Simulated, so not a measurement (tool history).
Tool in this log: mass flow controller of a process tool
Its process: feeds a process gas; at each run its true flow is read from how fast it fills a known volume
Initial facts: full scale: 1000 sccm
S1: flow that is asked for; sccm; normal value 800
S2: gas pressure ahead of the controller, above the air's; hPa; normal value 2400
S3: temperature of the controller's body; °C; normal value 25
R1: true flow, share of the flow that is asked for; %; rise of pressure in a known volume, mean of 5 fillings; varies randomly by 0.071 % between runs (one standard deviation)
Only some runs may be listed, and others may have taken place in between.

run 1 day=0.000 | S1=800 S2=2400 S3=25 | R1=100.33
run 2 day=5.133 | S1=800 S2=2490 S3=25 | R1=100.33
run 3 day=8.442 | S1=570 S2=2400 S3=25 | R1=99.91
run 4 day=13.754 | S1=800 S2=2400 S3=34 | R1=100.22
run 5 day=16.788 | S1=800 S2=2400 S3=34 | R1=100.08
run 6 day=20.154 | S1=800 S2=2400 S3=34 | R1=100.16
run 7 day=23.600 | S1=800 S2=2400 S3=25 | R1=100.47
run 8 day=28.167 | S1=800 S2=2400 S3=25 | R1=100.49
run 9 day=31.783 | S1=800 S2=2400 S3=25 | R1=100.42
run 10 day=36.612 | S1=800 S2=2400 S3=25 | R1=100.54
run 11 day=39.250 | S1=800 S2=2400 S3=25 | R1=100.56
run 12 day=44.667 | S1=800 S2=2400 S3=25 | R1=100.57
run 13 day=48.212 | S1=800 S2=2400 S3=25 | R1=100.66
run 14 day=51.392 | S1=800 S2=2400 S3=25 | R1=100.75
run 15 day=55.104 | S1=420 S2=2400 S3=25 | R1=100.14
run 16 day=59.746 | S1=420 S2=2400 S3=25 | R1=100.44
run 17 day=62.225 | S1=420 S2=2400 S3=36 | R1=99.91
run 18 day=65.304 | S1=800 S2=2400 S3=25 | R1=100.88
run 19 day=68.592 | S1=800 S2=2400 S3=25 | R1=100.81
run 20 day=74.062 | S1=800 S2=2400 S3=25 | R1=100.83
run 21 day=76.675 | S1=800 S2=2400 S3=25 | R1=100.78
run 22 day=81.967 | S1=800 S2=2400 S3=25 | R1=100.87
run 23 day=84.471 | S1=800 S2=2400 S3=25 | R1=100.90
run 24 day=86.946 | S1=800 S2=2400 S3=28 | R1=100.86
run 25 day=91.996 | S1=800 S2=2400 S3=28 | R1=100.89
run 26 day=96.112 | S1=915 S2=2400 S3=25 | R1=101.06
run 27 day=98.525 | S1=885 S2=1690 S3=25 | R1=100.84
run 28 day=101.679 | S1=885 S2=1690 S3=25 | R1=100.95
run 29 day=106.021 | S1=885 S2=1690 S3=25 | R1=100.98
run 30 day=108.850 | S1=885 S2=1690 S3=25 | R1=101.13
run 31 day=114.429 | S1=173 S2=2180 S3=27 | R1=102.01
run 32 day=119.212 | S1=173 S2=2180 S3=27 | R1=101.95
run 33 day=121.892 | S1=173 S2=2180 S3=27 | R1=102.16
run 34 day=124.529 | S1=283 S2=1420 S3=39 | R1=100.50
run 35 day=127.404 | S1=227 S2=2400 S3=25 | R1=101.73
run 36 day=131.942 | S1=537 S2=2400 S3=27 | R1=100.94
run 37 day=136.408 | S1=537 S2=1630 S3=23 | R1=100.85
run 38 day=141.967 | S1=537 S2=2070 S3=33 | R1=100.70

Estimate the outcome of run 39 from the log above:
run 39 day=145.967 | S1=313 S2=1670 S3=25 | R1=?

Logged for run 39: R1 101.40 %.
Without the tool's hidden state the same run would have given R1 98.48 %.

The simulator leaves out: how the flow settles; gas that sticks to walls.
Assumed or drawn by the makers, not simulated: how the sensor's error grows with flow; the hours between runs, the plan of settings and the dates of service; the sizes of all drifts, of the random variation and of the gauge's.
